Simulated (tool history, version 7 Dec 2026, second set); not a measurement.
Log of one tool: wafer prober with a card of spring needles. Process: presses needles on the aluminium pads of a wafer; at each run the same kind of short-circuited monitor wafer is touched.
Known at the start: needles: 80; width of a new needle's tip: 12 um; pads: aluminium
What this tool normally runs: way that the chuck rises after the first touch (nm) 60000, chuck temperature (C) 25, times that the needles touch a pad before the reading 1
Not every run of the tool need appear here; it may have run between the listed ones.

run  hour  way that the chuck rises after the first touch (nm)  chuck temperature (C)  times that the needles touch a pad before the reading  resistance of one needle with its contact and lead (mohm)  way that a needle slides on the pad (nm)
  1     0                                                60000                     25                                                      1                                                        149                                     10670
      5.9  -- tips cleaned on abrasive film
  2   8.3                                                60000                     25                                                      1                                                        198                                     10630
     12.2  -- tips cleaned on abrasive film
  3  13.5                                                60000                     25                                                      1                                                        178                                     10750
     18.8  -- tips cleaned on abrasive film
  4  23.9                                                60000                     25                                                      1                                                        237                                     10520
       25  -- tips cleaned on abrasive film
       31  -- tips cleaned on abrasive film
  5    31                                                60000                     25                                                      1                                                        148                                     10610
  6    36                                                60000                     25                                                      1                                                        238                                     10500
     37.4  -- tips cleaned on abrasive film
       44  -- tips cleaned on abrasive film
  7  45.6                                                50000                     25                                                      1                                                        208                                      8700
     50.1  -- tips cleaned on abrasive film
  8  55.3                                                50000                     25                                                      1                                                        291                                      8760
     56.4  -- tips cleaned on abrasive film
  9  61.7                                                50000                     25                                                      1                                                        296                                      8760
     62.8  -- tips cleaned on abrasive film
     68.9  -- tips cleaned on abrasive film
 10  71.9                                                50000                     25                                                      1                                                        250                                      8630
     74.8  -- tips cleaned on abrasive film
       81  -- tips cleaned on abrasive film
 11  82.3                                                68000                     25                                                      1                                                        175                                     11880

Below are 4 alternative next runs, each starting from the tool's condition after run 11. Predict each:
     87.1  -- tips cleaned on abrasive film
  A  91.7                                                68000                    124                                                      3                                                          ?                                         ?
     87.1  -- tips cleaned on abrasive film
  B  91.7                                                62000                    119                                                      2                                                          ?                                         ?
     87.1  -- tips cleaned on abrasive film
  C  91.7                                                60000                     42                                                      1                                                          ?                                         ?
     87.1  -- tips cleaned on abrasive film
  D  91.7                                                60000                     93                                                      1                                                          ?                                         ?

run  resistance of one needle with its contact and lead (mohm)  way that a needle slides on the pad (nm)
  A                                                        178                                     11870
  B                                                        200                                     10830
  C                                                        247                                     10460
  D                                                        249                                     10440
With the hidden condition removed and each run's random variation left untouched, the same runs would have given:
run  resistance of one needle with its contact and lead (mohm)  way that a needle slides on the pad (nm)
  A                                                        150                                     12300
  B                                                        147                                     11260
  C                                                        140                                     10890
  D                                                        150                                     10870

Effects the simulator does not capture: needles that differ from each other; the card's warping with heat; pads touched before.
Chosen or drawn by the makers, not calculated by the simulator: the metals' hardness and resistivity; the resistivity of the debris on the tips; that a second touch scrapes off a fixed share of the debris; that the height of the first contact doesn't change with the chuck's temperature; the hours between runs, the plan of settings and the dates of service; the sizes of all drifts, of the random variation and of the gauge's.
